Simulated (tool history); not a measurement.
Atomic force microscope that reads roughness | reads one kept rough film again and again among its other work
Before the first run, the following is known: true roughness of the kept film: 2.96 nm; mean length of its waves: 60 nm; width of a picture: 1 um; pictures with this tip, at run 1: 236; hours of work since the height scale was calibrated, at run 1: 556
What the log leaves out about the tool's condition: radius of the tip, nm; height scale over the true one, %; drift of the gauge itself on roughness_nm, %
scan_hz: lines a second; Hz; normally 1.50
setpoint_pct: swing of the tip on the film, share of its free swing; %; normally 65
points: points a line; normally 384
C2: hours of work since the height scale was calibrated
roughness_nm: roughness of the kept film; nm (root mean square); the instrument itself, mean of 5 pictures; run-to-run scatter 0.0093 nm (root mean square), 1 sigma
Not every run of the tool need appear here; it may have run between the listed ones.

run 1 hour=0.0 | scan_hz=1.50 setpoint_pct=65 points=384 | pictures_with_this_tip=236 C2=556 | roughness_nm=2.773
run 2 hour=47.9 | scan_hz=1.50 setpoint_pct=65 points=384 | pictures_with_this_tip=352 C2=591 | roughness_nm=2.736
-- hour=53.7 new tip fitted
run 3 hour=87.4 | scan_hz=1.50 setpoint_pct=65 points=259 | pictures_with_this_tip=82 C2=619 | roughness_nm=2.812
run 4 hour=126.2 | scan_hz=1.50 setpoint_pct=56 points=384 | pictures_with_this_tip=177 C2=647 | roughness_nm=2.826
run 5 hour=174.8 | scan_hz=1.50 setpoint_pct=56 points=384 | pictures_with_this_tip=295 C2=682 | roughness_nm=2.757
-- hour=205.8 new tip fitted
run 6 hour=207.8 | scan_hz=1.50 setpoint_pct=56 points=384 | pictures_with_this_tip=5 C2=706 | roughness_nm=2.886
run 7 hour=245.6 | scan_hz=2.45 setpoint_pct=65 points=384 | pictures_with_this_tip=97 C2=733 | roughness_nm=2.791
run 8 hour=284.2 | scan_hz=2.45 setpoint_pct=65 points=384 | pictures_with_this_tip=191 C2=761 | roughness_nm=2.753
run 9 hour=323.8 | scan_hz=2.45 setpoint_pct=65 points=384 | pictures_with_this_tip=287 C2=790 | roughness_nm=2.722
-- hour=356.6 new tip fitted
run 10 hour=369.2 | scan_hz=2.68 setpoint_pct=57 points=437 | pictures_with_this_tip=31 C2=822 | roughness_nm=2.855

4 ways to go on from here, each from the tool as it stands after run 10. What would each give?
run A hour=404.4 | scan_hz=1.90 setpoint_pct=67 points=565 | pictures_with_this_tip=116 C2=848 | roughness_nm=?
run B hour=404.4 | scan_hz=1.49 setpoint_pct=70 points=316 | pictures_with_this_tip=116 C2=848 | roughness_nm=?
run C hour=404.4 | scan_hz=2.68 setpoint_pct=88 points=437 | pictures_with_this_tip=116 C2=848 | roughness_nm=?
run D hour=404.4 | scan_hz=1.60 setpoint_pct=69 points=442 | pictures_with_this_tip=116 C2=848 | roughness_nm=?

run=A roughness_nm=2.799
run=B roughness_nm=2.831
run=C roughness_nm=2.591
run=D roughness_nm=2.792
Without the tool's unlogged condition, the same runs would have read:
run=A roughness_nm=2.833
run=B roughness_nm=2.866
run=C roughness_nm=2.623
run=D roughness_nm=2.827
